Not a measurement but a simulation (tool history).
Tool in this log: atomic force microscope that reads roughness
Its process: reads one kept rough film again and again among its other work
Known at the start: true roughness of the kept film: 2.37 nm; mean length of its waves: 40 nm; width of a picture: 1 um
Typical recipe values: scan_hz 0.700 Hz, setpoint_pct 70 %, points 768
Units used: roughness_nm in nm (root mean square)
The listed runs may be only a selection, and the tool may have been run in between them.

run  hour  scan_hz  setpoint_pct  points  roughness_nm
  1   0.0    0.700            70     768         2.134
  2   8.3    0.700            70     768         2.148
  3  14.0    0.700            70     768         2.122
  4  18.4    0.700            77     768         2.085
  5  28.7    0.700            77     768         2.082
  6  38.7    0.700            77     768         2.084
  7  45.9    0.700            77     768         2.091
  8  54.8    0.700            77     768         2.078
  9  59.8    0.700            70     768         2.136
 10  69.5    2.422            86     350         1.627

What does the tool deliver on the next run?
 11  76.2    2.567            70     516             ?

roughness_nm: 1.913 nm (root mean square)
With no hidden state in the tool, this same run would have given roughness_nm 1.916 nm (root mean square).
